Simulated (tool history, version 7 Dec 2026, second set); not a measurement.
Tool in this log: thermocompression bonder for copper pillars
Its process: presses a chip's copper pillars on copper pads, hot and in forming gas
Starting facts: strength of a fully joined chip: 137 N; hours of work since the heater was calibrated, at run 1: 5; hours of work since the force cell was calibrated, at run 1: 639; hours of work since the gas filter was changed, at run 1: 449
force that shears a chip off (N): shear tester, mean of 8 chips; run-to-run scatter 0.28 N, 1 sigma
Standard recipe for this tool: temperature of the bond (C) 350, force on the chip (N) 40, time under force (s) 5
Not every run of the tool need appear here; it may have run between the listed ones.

run   hour  temperature of the bond (C)  force on the chip (N)  time under force (s)  hours of work since the heater was calibrated  hours of work since the force cell was calibrated  hours of work since the gas filter was changed  force that shears a chip off (N)
  1    0.0                          350                     40                     5                                              5                                                639                                             449                              51.6
  2    9.8                          350                     40                     5                                             10                                                644                                             454                              51.2
  3   19.7                          350                     40                     5                                             15                                                649                                             459                              51.9
  4   26.9                          350                     40                     5                                             19                                                653                                             463                              51.1
  5   35.3                          350                     40                     3                                             24                                                657                                             467                              41.9
  6   45.2                          350                     40                     4                                             29                                                662                                             472                              47.1
  7   50.1                          350                     40                     4                                             31                                                665                                             475                              47.0
  8   55.8                          350                     26                     5                                             34                                                668                                             478                              39.1
      58.2  -- heater calibrated with a thermocouple chip
  9   67.3                          350                     26                     3                                              5                                                673                                             483                              31.3
 10   73.7                          350                     26                     3                                              8                                                676                                             486                              31.2
      79.9  -- heater calibrated with a thermocouple chip, once more
      81.0  -- forming gas filter changed
 11   84.1                          368                     26                     3                                              2                                                680                                               2                              45.3
 12   93.5                          368                     26                     3                                              7                                                685                                               6                              44.7
 13   99.7                          326                     31                     3                                             10                                                688                                              10                              28.3
 14  105.4                          326                     31                     3                                             13                                                691                                              13                              28.0
 15  113.4                          370                     34                     5                                             17                                                695                                              17                              66.2

Alternative continuations, all from the tool just after run 15; predict every row:
  A  119.0                          372                     46                     5                                             20                                                698                                              20                                 ?
  B  119.0                          359                     26                     5                                             20                                                698                                              20                                 ?
  C  119.0                          374                     31                     3                                             20                                                698                                              20                                 ?

run  force that shears a chip off (N)
  A                              78.7
  B                              49.3
  C                              54.2
Had the tool no hidden state, the same runs would have come out as:
run  force that shears a chip off (N)
  A                              76.9
  B                              47.8
  C                              52.6

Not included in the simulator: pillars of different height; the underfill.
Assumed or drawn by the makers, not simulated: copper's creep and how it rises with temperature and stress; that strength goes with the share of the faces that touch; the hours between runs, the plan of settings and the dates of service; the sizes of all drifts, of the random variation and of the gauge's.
